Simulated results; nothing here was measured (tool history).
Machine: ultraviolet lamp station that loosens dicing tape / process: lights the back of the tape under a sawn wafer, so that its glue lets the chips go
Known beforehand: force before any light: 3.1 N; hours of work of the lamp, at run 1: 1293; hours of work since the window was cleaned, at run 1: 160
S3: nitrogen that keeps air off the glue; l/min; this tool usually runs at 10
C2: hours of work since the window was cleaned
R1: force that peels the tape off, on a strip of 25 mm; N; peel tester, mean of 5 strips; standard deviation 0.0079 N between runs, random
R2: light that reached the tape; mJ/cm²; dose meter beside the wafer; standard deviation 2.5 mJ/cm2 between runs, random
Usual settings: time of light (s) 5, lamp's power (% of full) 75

Run 1, day 0: usual settings; hours of work of the lamp 1293; C2 160. Result: R1 0.318 N, R2 306 mJ/cm².
Run 2, day 3.462: usual settings; hours of work of the lamp 1346; C2 214. Result: R1 0.297 N, R2 305 mJ/cm².
At day 3.746: window cleaned of glue's vapour.
Run 3, day 6.592: usual settings; hours of work of the lamp 1395; C2 44. Result: R1 0.304 N, R2 309 mJ/cm².
Run 4, day 8.329: usual settings; hours of work of the lamp 1422; C2 71. Result: R1 0.308 N, R2 306 mJ/cm².
Run 5, day 10.371: usual settings; hours of work of the lamp 1453; C2 103. Result: R1 0.314 N, R2 310 mJ/cm².
Run 6, day 13.888: usual settings; hours of work of the lamp 1508; C2 158. Result: R1 0.318 N, R2 307 mJ/cm².
Run 7, day 16.633: usual settings; hours of work of the lamp 1551; C2 200. Result: R1 0.308 N, R2 305 mJ/cm².
At day 17.608: window cleaned of glue's vapour.
Run 8, day 19.492: usual settings; hours of work of the lamp 1595; C2 29. Result: R1 0.311 N, R2 306 mJ/cm².
Run 9, day 23.012: usual settings; hours of work of the lamp 1650; C2 84. Result: R1 0.303 N, R2 309 mJ/cm².
Run 10, day 24.975: usual settings but lamp's power (% of full) 81; hours of work of the lamp 1680; C2 115. Result: R1 0.253 N, R2 331 mJ/cm².
Run 11, day 26.629: usual settings but lamp's power (% of full) 81; hours of work of the lamp 1706; C2 140. Result: R1 0.267 N, R2 330 mJ/cm².
Run 12, day 30.125: usual settings but lamp's power (% of full) 81; hours of work of the lamp 1760; C2 195. Result: R1 0.27 N, R2 331 mJ/cm².
At day 31.529: window cleaned of glue's vapour.
Run 13, day 32.083: usual settings but lamp's power (% of full) 81; hours of work of the lamp 1790; C2 9. Result: R1 0.258 N, R2 332 mJ/cm².
Run 14, day 34.792: usual settings but lamp's power (% of full) 81; hours of work of the lamp 1833; C2 51. Result: R1 0.266 N, R2 329 mJ/cm².
Run 15, day 37.838: usual settings but lamp's power (% of full) 81; hours of work of the lamp 1880; C2 98. Result: R1 0.264 N, R2 330 mJ/cm².
Run 16, day 39.846: usual settings but lamp's power (% of full) 81; hours of work of the lamp 1911; C2 129. Result: R1 0.261 N, R2 332 mJ/cm².
At day 41.708: lamp changed.
Run 17, day 42.992: usual settings but lamp's power (% of full) 81; hours of work of the lamp 20; C2 178. Result: R1 0.266 N, R2 334 mJ/cm².
Run 18, day 44.883: usual settings but lamp's power (% of full) 81; hours of work of the lamp 49; C2 207. Result: R1 0.264 N, R2 332 mJ/cm².
At day 45.475: window cleaned of glue's vapour.
Run 19, day 46.971: usual settings but lamp's power (% of full) 81; hours of work of the lamp 81; C2 23. Result: R1 0.258 N, R2 327 mJ/cm².
Run 20, day 49.208: usual settings but lamp's power (% of full) 81; hours of work of the lamp 116; C2 58. Result: R1 0.271 N, R2 339 mJ/cm².
Run 21, day 51.808: usual settings but time of light (s) 3, lamp's power (% of full) 80; hours of work of the lamp 157; C2 98. Result: R1 0.651 N, R2 197 mJ/cm².
Run 22, day 53.496: usual settings but time of light (s) 8, lamp's power (% of full) 99, S3 16 l/min; hours of work of the lamp 183; C2 125. Result: R1 0.083 N, R2 646 mJ/cm².
Run 23, day 57.062: usual settings but time of light (s) 8, lamp's power (% of full) 99, S3 16 l/min; hours of work of the lamp 238; C2 180. Result: R1 0.092 N, R2 651 mJ/cm².
Run 24, day 58.546: usual settings but time of light (s) 8, lamp's power (% of full) 99, S3 16 l/min; hours of work of the lamp 261; C2 203. Result: R1 0.086 N, R2 646 mJ/cm².
At day 59.454: window cleaned of glue's vapour.
Run 25, day 60.679: usual settings but time of light (s) 8, lamp's power (% of full) 98, S3 8 l/min; hours of work of the lamp 294; C2 19. Result: R1 0.109 N, R2 650 mJ/cm².
Run 26, day 64.129: usual settings but time of light (s) 8, lamp's power (% of full) 98, S3 8 l/min; hours of work of the lamp 348; C2 73. Result: R1 0.103 N, R2 643 mJ/cm².
Run 27, day 65.829: usual settings but time of light (s) 8, lamp's power (% of full) 98, S3 8 l/min; hours of work of the lamp 374; C2 99. Result: R1 0.108 N, R2 645 mJ/cm².
Run 28, day 69.083: usual settings but time of light (s) 8, lamp's power (% of full) 98, S3 8 l/min; hours of work of the lamp 425; C2 150. Result: R1 0.114 N, R2 649 mJ/cm².
Run 29, day 72.379: usual settings but time of light (s) 8, lamp's power (% of full) 98, S3 8 l/min; hours of work of the lamp 476; C2 201. Result: R1 0.105 N, R2 643 mJ/cm².
At day 73.288: window cleaned of glue's vapour.
Run 30, day 75.146: usual settings but time of light (s) 3, lamp's power (% of full) 91, S3 8 l/min; hours of work of the lamp 519; C2 29. Result: R1 0.631 N, R2 225 mJ/cm².
Run 31, day 76.733: usual settings but time of light (s) 3, lamp's power (% of full) 85, S3 4 l/min; hours of work of the lamp 544; C2 54. Result: R1 0.968 N, R2 208 mJ/cm².
Run 32, day 78.575: usual settings but time of light (s) 10, lamp's power (% of full) 89, S3 3 l/min; hours of work of the lamp 572; C2 82. Result: R1 0.164 N, R2 731 mJ/cm².
Run 33, day 80.183: usual settings but time of light (s) 2, lamp's power (% of full) 80; hours of work of the lamp 597; C2 107. Result: R1 1.041 N, R2 127 mJ/cm².
Run 34, day 82.938: usual settings but time of light (s) 2, lamp's power (% of full) 80; hours of work of the lamp 640; C2 150. Result: R1 1.07 N, R2 131 mJ/cm².
Run 35, day 84.471: usual settings but time of light (s) 2, lamp's power (% of full) 86, S3 4 l/min; hours of work of the lamp 664; C2 174. Result: R1 1.403 N, R2 140 mJ/cm².
At day 87.108: window cleaned of glue's vapour.
Run 36, day 87.283: usual settings but lamp's power (% of full) 81, S3 12 l/min; hours of work of the lamp 707; C2 3. Result: R1 0.242 N, R2 332 mJ/cm².
Run 37, day 90.5: usual settings but time of light (s) 2, lamp's power (% of full) 81, S3 4 l/min; hours of work of the lamp 757; C2 53. Result: R1 1.507 N, R2 130 mJ/cm².
Run 38, day 93.662: usual settings but time of light (s) 2; hours of work of the lamp 806; C2 102. Result: R1 1.132 N, R2 125 mJ/cm².

What if the next run were any one of these 3? Each begins from the tool's condition after run 38:
Run A, day 97.129: usual settings; hours of work of the lamp 860; C2 156. Result: R1 ?, R2 ?.
Run B, day 97.129: usual settings but time of light (s) 4; hours of work of the lamp 860; C2 156. Result: R1 ?, R2 ?.
Run C, day 97.129: usual settings but lamp's power (% of full) 73, S3 17 l/min; hours of work of the lamp 860; C2 156. Result: R1 ?, R2 ?.

run     R1   R2
  A  0.315  308
  B  0.465  250
  C  0.233  292
Without the tool's unlogged condition, the same runs would have read:
run     R1   R2
  A  0.314  309
  B  0.462  251
  C  0.232  293
